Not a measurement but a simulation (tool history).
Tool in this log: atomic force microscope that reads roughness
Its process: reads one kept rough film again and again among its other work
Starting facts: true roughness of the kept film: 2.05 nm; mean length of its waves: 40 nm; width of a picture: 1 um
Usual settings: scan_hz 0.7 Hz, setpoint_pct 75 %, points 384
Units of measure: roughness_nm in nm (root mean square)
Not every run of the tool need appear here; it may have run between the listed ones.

{"run": 1, "day": 0.0, "scan_hz": 0.7, "setpoint_pct": 75, "points": 384, "roughness_nm": 1.876}
{"run": 2, "day": 1.0, "scan_hz": 0.7, "setpoint_pct": 75, "points": 384, "roughness_nm": 1.86}
{"run": 3, "day": 3.317, "scan_hz": 0.7, "setpoint_pct": 83, "points": 384, "roughness_nm": 1.843}
{"run": 4, "day": 4.992, "scan_hz": 0.7, "setpoint_pct": 75, "points": 384, "roughness_nm": 1.867}
{"run": 5, "day": 6.954, "scan_hz": 0.7, "setpoint_pct": 75, "points": 384, "roughness_nm": 1.882}
{"day": 7.146, "done": "new tip fitted"}
{"run": 6, "day": 8.179, "scan_hz": 0.7, "setpoint_pct": 75, "points": 384, "roughness_nm": 1.871}
{"run": 7, "day": 10.392, "scan_hz": 0.7, "setpoint_pct": 75, "points": 384, "roughness_nm": 1.867}
{"run": 8, "day": 11.754, "scan_hz": 1.383, "setpoint_pct": 75, "points": 441, "roughness_nm": 1.818}
{"run": 9, "day": 13.612, "scan_hz": 1.98, "setpoint_pct": 75, "points": 450, "roughness_nm": 1.754}
{"run": 10, "day": 15.904, "scan_hz": 0.7, "setpoint_pct": 75, "points": 768, "roughness_nm": 1.879}
{"day": 17.425, "done": "new tip fitted"}
{"run": 11, "day": 17.838, "scan_hz": 1.93, "setpoint_pct": 83, "points": 264, "roughness_nm": 1.677}

5 options for the next run, each taken on its own from the tool as it stands now. Forecast them:
{"run": "A", "day": 19.733, "scan_hz": 0.535, "setpoint_pct": 78, "points": 759, "roughness_nm": "?"}
{"run": "B", "day": 19.733, "scan_hz": 1.577, "setpoint_pct": 75, "points": 362, "roughness_nm": "?"}
{"run": "C", "day": 19.733, "scan_hz": 0.7, "setpoint_pct": 83, "points": 384, "roughness_nm": "?"}
{"run": "D", "day": 19.733, "scan_hz": 1.263, "setpoint_pct": 83, "points": 264, "roughness_nm": "?"}
{"run": "E", "day": 19.733, "scan_hz": 2.285, "setpoint_pct": 80, "points": 384, "roughness_nm": "?"}

run=A roughness_nm=1.889
run=B roughness_nm=1.79
run=C roughness_nm=1.843
run=D roughness_nm=1.766
run=E roughness_nm=1.684
What these runs would have given with no unlogged condition in the tool:
run=A roughness_nm=1.89
run=B roughness_nm=1.79
run=C roughness_nm=1.844
run=D roughness_nm=1.766
run=E roughness_nm=1.684
